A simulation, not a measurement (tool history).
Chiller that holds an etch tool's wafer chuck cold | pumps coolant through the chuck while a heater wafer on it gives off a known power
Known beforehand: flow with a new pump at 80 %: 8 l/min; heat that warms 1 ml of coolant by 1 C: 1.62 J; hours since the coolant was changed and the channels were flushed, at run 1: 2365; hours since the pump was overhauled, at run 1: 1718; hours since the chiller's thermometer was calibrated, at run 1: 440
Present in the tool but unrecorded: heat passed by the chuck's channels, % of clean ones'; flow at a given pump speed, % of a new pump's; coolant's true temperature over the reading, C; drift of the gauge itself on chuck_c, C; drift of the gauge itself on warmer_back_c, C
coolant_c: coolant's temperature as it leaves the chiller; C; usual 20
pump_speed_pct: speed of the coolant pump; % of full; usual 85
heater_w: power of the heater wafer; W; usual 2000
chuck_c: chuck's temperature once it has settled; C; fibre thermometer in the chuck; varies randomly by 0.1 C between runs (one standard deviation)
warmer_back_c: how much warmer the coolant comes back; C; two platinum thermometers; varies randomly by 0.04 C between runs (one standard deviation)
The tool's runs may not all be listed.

run,day,coolant_c,pump_speed_pct,heater_w,hours since the coolant was changed and the channels were flushed,hours since the pump was overhauled,hours since the chiller's thermometer was calibrated,chuck_c,warmer_back_c
1,0.000,20,85,2000,2365,1718,440,34.8,8.63
2,1.754,20,85,2000,2407,1760,482,34.8,8.64
3,3.775,15,85,2000,2455,1808,531,29.8,8.55
4,5.188,20,90,2000,2489,1842,564,34.0,8.05
5,6.346,20,90,2000,2517,1870,592,33.8,8.09
6,7.912,20,90,2000,2555,1908,630,33.9,8.03
7,9.258,13,85,2000,2587,1940,662,27.8,8.44
8,11.004,20,85,2727,2629,1982,704,40.0,11.71
9,12.429,20,85,2727,2663,2016,738,40.0,11.65
10,14.429,20,85,2727,2711,2064,786,40.0,11.68
11,15.708,20,85,2727,2742,2095,817,40.2,11.73
12,17.058,20,85,2502,2774,2127,849,38.4,10.64
13,17.950,20,85,2502,2796,2148,871,38.6,10.67
14,18.992,20,85,2502,2820,2173,896,38.5,10.59
15,20.612,20,85,2000,2859,2212,935,34.8,8.45
16,22.583,20,85,2000,2907,2260,982,34.6,8.48
17,23.600,23,76,2000,2931,2284,1006,39.5,9.51
18,24.554,16,85,1423,2954,2307,1029,26.4,5.88
19,25.600,28,62,1423,2979,2332,1054,42.2,8.38
20,26.996,20,61,2694,3013,2366,1088,47.4,16.45
21,28.829,12,85,2000,3057,2409,1132,26.9,8.28
22,29.821,12,85,2000,3080,2433,1156,26.9,8.33
23,30.908,20,85,2183,3107,2459,1182,36.0,9.13
# day 32.350: gauge calibrated
24,32.367,20,60,1560,3142,2494,1217,35.9,9.95
25,33.825,20,60,1560,3177,2529,1252,36.2,9.83
26,35.483,21,78,2005,3216,2569,1292,37.0,9.45
27,37.229,26,60,2134,3258,2611,1333,48.2,13.47
28,38.142,15,60,2134,3280,2633,1355,37.1,13.51
29,39.833,25,83,2001,3321,2674,1396,40.2,8.83
30,41.342,13,75,2191,3357,2710,1432,31.2,10.87
31,43.417,20,95,1169,3407,2760,1482,27.8,4.37

What differs in the tool's unlogged condition from the final listed run ahead of each entry between runs to the first listed run following it?
In the gap between runs 23 and 24: gauge calibrated (day 32.350)
  drift of the gauge itself on warmer_back_c, C: -0.33 -> 0
  measured less the result without the state, warmer_back_c: -0.33 -> +0.00 C

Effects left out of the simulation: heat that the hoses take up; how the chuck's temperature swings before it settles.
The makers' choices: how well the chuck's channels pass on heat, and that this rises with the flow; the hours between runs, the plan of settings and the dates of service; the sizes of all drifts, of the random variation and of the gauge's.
